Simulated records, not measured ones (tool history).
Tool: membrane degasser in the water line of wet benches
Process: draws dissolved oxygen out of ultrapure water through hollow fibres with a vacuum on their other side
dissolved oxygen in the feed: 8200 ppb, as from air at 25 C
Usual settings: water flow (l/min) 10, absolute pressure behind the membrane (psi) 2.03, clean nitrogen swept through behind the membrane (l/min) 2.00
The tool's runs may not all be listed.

run	hour	water flow (l/min)	absolute pressure behind the membrane (psi)	clean nitrogen swept through behind the membrane (l/min)	dissolved oxygen in the water behind the degasser (ppb)	pressure that the water loses in the fibres (psi)
1	0.0	10	2.03	2.00	174.0	6.390
2	52.2	10	2.03	2.00	174.1	6.418
3	90.6	10	2.03	2.00	177.2	6.408
4	145.9	10	2.03	2.00	174.8	6.376
5	174.3	10	2.03	2.00	177.8	6.383
6	200.9	10	2.03	2.00	178.3	6.427
7	237.3	8	2.03	2.00	125.5	5.129
8	296.5	13	2.03	2.00	286.3	8.376
9	334.8	10	2.31	2.00	202.3	6.387
10	375.7	10	2.31	2.00	200.4	6.474
11	424.2	10	1.52	2.00	134.4	6.416
12	473.4	10	2.03	2.00	176.9	6.457
13	519.2	10	2.03	2.00	176.6	6.467
14	566.5	10	2.03	2.00	180.0	6.506
15	613.5	10	2.03	2.00	179.0	6.461
16	670.5	10	2.03	2.00	182.4	6.464
17	727.6	10	2.03	3.21	126.8	6.495
18	785.9	10	2.03	3.21	131.3	6.424
19	819.6	10	2.03	3.21	131.9	6.448
20	867.3	10	2.03	3.21	132.3	6.527
21	897.5	10	2.03	3.21	130.3	6.456
22	954.7	10	1.41	3.61	94.4	6.472
23	989.1	8	3.61	1.90	243.8	5.163
24	1041.1	8	3.61	1.90	240.0	5.156
25	1065.5	10	1.86	2.00	167.1	6.430
26	1109.0	10	1.86	2.00	166.4	6.488
27	1161.6	10	1.86	2.00	169.1	6.463
28	1207.8	11	2.03	1.69	242.8	7.165
29	1265.9	11	2.03	1.69	240.2	7.111
30	1321.3	7	1.25	4.05	35.1	4.619
31	1354.0	9	3.48	4.43	135.0	5.877
32	1402.0	10	2.03	5.81	96.4	6.508

3 ways to go on from here, each from the tool as it stands after run 32. What would each give?
A	1429.4	7	2.06	5.53	?	?
B	1429.4	10	2.97	2.00	?	?
C	1429.4	12	1.67	2.00	?	?

run	dissolved oxygen in the water behind the degasser (ppb)	pressure that the water loses in the fibres (psi)
A	45.8	4.540
B	259.2	6.445
C	220.5	7.819
Without the tool's hidden state the same runs would have given:
run	dissolved oxygen in the water behind the degasser (ppb)	pressure that the water loses in the fibres (psi)
A	41.2	4.357
B	241.6	6.186
C	196.4	7.506
